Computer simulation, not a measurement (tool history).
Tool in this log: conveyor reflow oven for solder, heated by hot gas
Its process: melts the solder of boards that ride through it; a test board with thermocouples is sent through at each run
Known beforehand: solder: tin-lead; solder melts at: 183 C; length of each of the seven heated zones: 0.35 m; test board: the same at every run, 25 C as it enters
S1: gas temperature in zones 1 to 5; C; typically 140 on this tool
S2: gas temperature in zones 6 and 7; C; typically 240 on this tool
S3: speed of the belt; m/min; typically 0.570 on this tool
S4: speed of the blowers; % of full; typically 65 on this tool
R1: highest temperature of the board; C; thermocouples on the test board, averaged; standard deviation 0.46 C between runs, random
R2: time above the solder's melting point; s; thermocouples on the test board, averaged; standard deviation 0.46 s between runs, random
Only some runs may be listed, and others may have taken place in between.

{"run": 1, "hour": 0.0, "S1": 140, "S2": 240, "S3": 0.57, "S4": 65, "R1": 217.9, "R2": 56.0}
{"run": 2, "hour": 46.6, "S1": 140, "S2": 240, "S3": 0.57, "S4": 65, "R1": 216.7, "R2": 55.7}
{"run": 3, "hour": 90.3, "S1": 140, "S2": 240, "S3": 0.57, "S4": 65, "R1": 217.5, "R2": 54.8}
{"run": 4, "hour": 126.7, "S1": 140, "S2": 239, "S3": 0.57, "S4": 65, "R1": 215.6, "R2": 54.6}
{"run": 5, "hour": 161.4, "S1": 140, "S2": 239, "S3": 0.57, "S4": 65, "R1": 216.0, "R2": 54.7}
{"run": 6, "hour": 204.0, "S1": 140, "S2": 239, "S3": 0.57, "S4": 65, "R1": 215.1, "R2": 54.3}
{"run": 7, "hour": 245.8, "S1": 140, "S2": 239, "S3": 0.57, "S4": 65, "R1": 215.7, "R2": 53.2}
{"run": 8, "hour": 277.1, "S1": 140, "S2": 239, "S3": 0.57, "S4": 65, "R1": 214.8, "R2": 53.4}
{"hour": 290.1, "done": "flux residue cleaned out of gas plates and filters"}
{"run": 9, "hour": 305.8, "S1": 140, "S2": 240, "S3": 0.57, "S4": 59, "R1": 217.8, "R2": 55.9}
{"run": 10, "hour": 345.2, "S1": 140, "S2": 240, "S3": 0.57, "S4": 59, "R1": 217.4, "R2": 54.8}
{"run": 11, "hour": 385.1, "S1": 140, "S2": 240, "S3": 0.633, "S4": 65, "R1": 214.8, "R2": 47.7}
{"run": 12, "hour": 438.0, "S1": 140, "S2": 243, "S3": 0.57, "S4": 79, "R1": 224.2, "R2": 60.0}
{"run": 13, "hour": 465.0, "S1": 140, "S2": 232, "S3": 0.57, "S4": 71, "R1": 213.3, "R2": 52.5}
{"run": 14, "hour": 513.6, "S1": 129, "S2": 252, "S3": 0.481, "S4": 65, "R1": 232.6, "R2": 73.8}
{"run": 15, "hour": 557.1, "S1": 129, "S2": 245, "S3": 0.562, "S4": 61, "R1": 218.9, "R2": 54.5}
{"run": 16, "hour": 590.9, "S1": 129, "S2": 245, "S3": 0.562, "S4": 61, "R1": 218.8, "R2": 53.8}
{"hour": 607.7, "done": "thermocouples of zones 6 and 7 changed"}
{"run": 17, "hour": 633.0, "S1": 143, "S2": 240, "S3": 0.543, "S4": 73, "R1": 224.3, "R2": 64.5}
{"run": 18, "hour": 681.0, "S1": 143, "S2": 240, "S3": 0.546, "S4": 73, "R1": 223.5, "R2": 63.9}
{"run": 19, "hour": 733.8, "S1": 140, "S2": 240, "S3": 0.633, "S4": 71, "R1": 215.7, "R2": 49.0}

Forecast each of these 3 alternatives for the next run:
{"run": "A", "hour": 781.0, "S1": 129, "S2": 240, "S3": 0.602, "S4": 71, "R1": "?", "R2": "?"}
{"run": "B", "hour": 781.0, "S1": 140, "S2": 251, "S3": 0.554, "S4": 71, "R1": "?", "R2": "?"}
{"run": "C", "hour": 781.0, "S1": 140, "S2": 246, "S3": 0.628, "S4": 65, "R1": "?", "R2": "?"}

run=A R1=215.9 R2=47.0
run=B R1=229.3 R2=66.3
run=C R1=220.6 R2=51.6
Take away the tool's hidden state, keep each run's random variation, and the runs would have read:
run=A R1=219.5 R2=49.8
run=B R1=232.6 R2=67.8
run=C R1=224.1 R2=53.9
